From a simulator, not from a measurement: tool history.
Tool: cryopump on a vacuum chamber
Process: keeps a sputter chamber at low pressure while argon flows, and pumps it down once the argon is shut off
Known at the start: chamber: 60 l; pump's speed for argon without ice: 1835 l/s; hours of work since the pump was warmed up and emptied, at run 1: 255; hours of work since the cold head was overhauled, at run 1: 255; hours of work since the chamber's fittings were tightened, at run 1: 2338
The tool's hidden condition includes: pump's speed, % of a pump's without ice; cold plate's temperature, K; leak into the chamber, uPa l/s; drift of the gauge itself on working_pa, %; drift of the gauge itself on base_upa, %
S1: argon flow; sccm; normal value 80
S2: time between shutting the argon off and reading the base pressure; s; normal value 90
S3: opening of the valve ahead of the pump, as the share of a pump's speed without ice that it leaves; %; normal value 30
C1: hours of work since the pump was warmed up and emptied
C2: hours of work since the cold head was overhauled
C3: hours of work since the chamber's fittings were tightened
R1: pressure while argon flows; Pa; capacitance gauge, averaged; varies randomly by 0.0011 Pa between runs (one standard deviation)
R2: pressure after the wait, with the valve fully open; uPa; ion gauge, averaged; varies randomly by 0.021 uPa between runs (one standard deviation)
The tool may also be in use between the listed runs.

run,day,S1,S2,S3,C1,C2,C3,R1,R2
1,0.000,80,90,30,255,255,2338,0.2595,2.05
2,0.654,80,90,20,263,263,2346,0.3860,1.96
3,1.896,80,90,20,278,278,2362,0.3846,2.05
4,2.562,80,90,30,287,287,2370,0.2613,2.08
5,3.888,45,90,30,303,303,2387,0.1498,2.09
6,4.500,35,90,30,311,311,2394,0.1156,2.12
7,5.212,35,90,30,320,320,2403,0.1157,2.09
8,6.654,35,60,20,338,338,2421,0.1719,2.25
9,7.396,35,60,20,347,347,2430,0.1706,2.28
10,7.988,35,60,20,354,354,2437,0.1710,2.22
11,9.171,84,60,56,369,369,2452,0.1632,2.32
# day 10.138: pump warmed up, emptied and cooled again
12,10.704,80,90,23,7,385,2469,0.3236,1.76

Consider 5 possible next runs. They are alternatives, not a sequence: every one starts from the tool as it was left by run 12. What does each give?
A,11.471,79,90,30,17,395,2478,?,?
B,11.471,80,90,40,17,395,2478,?,?
C,11.471,136,90,23,17,395,2478,?,?
D,11.471,113,225,23,17,395,2478,?,?
E,11.471,78,91,28,17,395,2478,?,?

run,R1,R2
A,0.2434,1.81
B,0.1863,1.78
C,0.5512,1.79
D,0.4524,1.71
E,0.2561,1.79
Take away the tool's hidden state, keep each run's random variation, and the runs would have read:
run,R1,R2
A,0.2420,0.35
B,0.1849,0.33
C,0.5488,0.35
D,0.4504,0.24
E,0.2548,0.36
